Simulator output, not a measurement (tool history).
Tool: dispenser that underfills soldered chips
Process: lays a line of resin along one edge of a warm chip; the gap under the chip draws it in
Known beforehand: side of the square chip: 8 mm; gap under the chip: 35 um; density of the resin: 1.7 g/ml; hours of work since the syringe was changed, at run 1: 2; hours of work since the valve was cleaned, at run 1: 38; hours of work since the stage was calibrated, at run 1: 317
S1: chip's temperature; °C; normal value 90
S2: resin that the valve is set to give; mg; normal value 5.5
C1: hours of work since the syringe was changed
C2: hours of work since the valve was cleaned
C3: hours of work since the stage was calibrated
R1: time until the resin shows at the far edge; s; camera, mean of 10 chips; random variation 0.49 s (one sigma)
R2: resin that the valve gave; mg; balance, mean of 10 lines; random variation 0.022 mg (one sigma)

run,hour,S1,S2,C1,C2,C3,R1,R2
1,0,90,5.5,2,38,317,45.1,5.4
2,6.2,90,5.5,7,42,321,66.9,5.45
3,11.2,90,5.5,11,46,325,92,5.39
# hour 14.2: new syringe of resin
4,23.1,90,5.5,7,55,333,65.2,5.39
# hour 31: new syringe of resin
5,32.2,85,5.5,1,61,340,47.4,5.38
6,43.6,85,5.5,9,69,348,97.3,5.33
# hour 48.1: new syringe of resin
7,54.2,85,5.5,4,77,356,65.1,5.32
8,62.7,85,5.5,11,83,362,110.2,5.33
# hour 65.2: new syringe of resin
9,70.6,85,5.5,4,89,368,61.1,5.31
10,77.2,85,5.5,9,93,372,92,5.28
# hour 82.1: new syringe of resin
11,89.9,83,5.5,6,103,381,78.1,5.27
12,96.9,83,5.5,11,108,387,119.6,5.29
# hour 99.7: new syringe of resin
13,107.9,83,5.4,6,116,394,81.6,5.19
14,114.7,83,5.4,11,121,399,125.9,5.15
# hour 117: new syringe of resin
# hour 124: stage's temperature calibrated
15,124.2,90,5.5,5,127,0,57.5,5.26
16,131.2,90,5.5,10,132,5,90.6,5.23
# hour 134.7: new syringe of resin
# hour 138.4: dispensing valve cleaned and set on the balance
17,138.4,78,5.5,2,0,10,71.2,5.49
18,148,78,5.5,9,7,17,128.5,5.48
# hour 152.4: new syringe of resin
19,154.1,78,5.5,1,11,21,66.7,5.46
20,161.2,79,6.9,6,16,26,96,6.84
# hour 169.4: new syringe of resin
21,172.1,79,6.9,2,24,34,66.1,6.87
22,177.7,77,6.59,6,28,38,99.3,6.51
# hour 186.6: new syringe of resin
23,187.9,77,6.59,1,36,45,65.9,6.53
24,197.1,89,5.77,8,42,52,75.9,5.69
# hour 203.1: new syringe of resin
25,207.8,95,7.06,3,50,60,43,6.93
26,213.7,95,7.06,8,54,64,60.6,6.92
# hour 220.3: new syringe of resin
27,225.4,85,5.8,4,63,72,62.9,5.67
28,235.8,101,6.15,11,70,80,69.4,6.01
# hour 237.1: new syringe of resin
29,241.6,90,6.4,3,74,84,50.3,6.28
30,249.4,82,5.22,9,80,90,111.6,5.09
# hour 254.2: new syringe of resin
31,260.2,90,5.49,4,88,97,54.7,5.31
32,267.5,90,5.49,10,93,103,87.3,5.35
# hour 271.7: new syringe of resin
33,275.7,96,6.3,3,99,108,39.8,6.06
34,287.8,77,5.5,12,108,117,166.8,5.31
# hour 289.1: new syringe of resin
35,299.9,77,6.76,8,116,126,118.6,6.49
# hour 306.4: new syringe of resin
36,306.6,98,5.65,0,121,131,30.3,5.45

Table of differences, measured result less the result of that run with no hidden state. Run-to-run variation is the same in both. Gauge scatter possibly is not:
The hidden state here: resin's viscosity, % of fresh resin's; dose that the valve gives, % of what is set; true chip temperature over the reading, C; drift of the gauge itself on fill_s, %; drift of the gauge itself on given_mg, %.
run,R1,R2
1,+6.4,-0.09
2,+27.8,-0.1
3,+52.9,-0.11
4,+24.8,-0.13
5,+1.4,-0.13
6,+51.2,-0.15
7,+19.1,-0.16
8,+64.3,-0.17
9,+15.8,-0.19
10,+46.9,-0.2
11,+28.3,-0.21
12,+70.1,-0.22
13,+31.4,-0.23
14,+75.2,-0.24
15,+19,-0.26
16,+51.4,-0.27
17,+11.7,+0.01
18,+69,-0.01
19,+6.6,-0.01
20,+40.3,-0.03
21,+10.3,-0.05
22,+39.9,-0.06
23,+5.3,-0.08
24,+36.4,-0.08
25,+10.5,-0.12
26,+29,-0.14
27,+17.6,-0.13
28,+43.2,-0.14
29,+11.9,-0.17
30,+60,-0.14
31,+16.1,-0.16
32,+48.4,-0.18
33,+8.6,-0.22
34,+105.7,-0.2
35,+58.4,-0.27
36,+0,-0.23
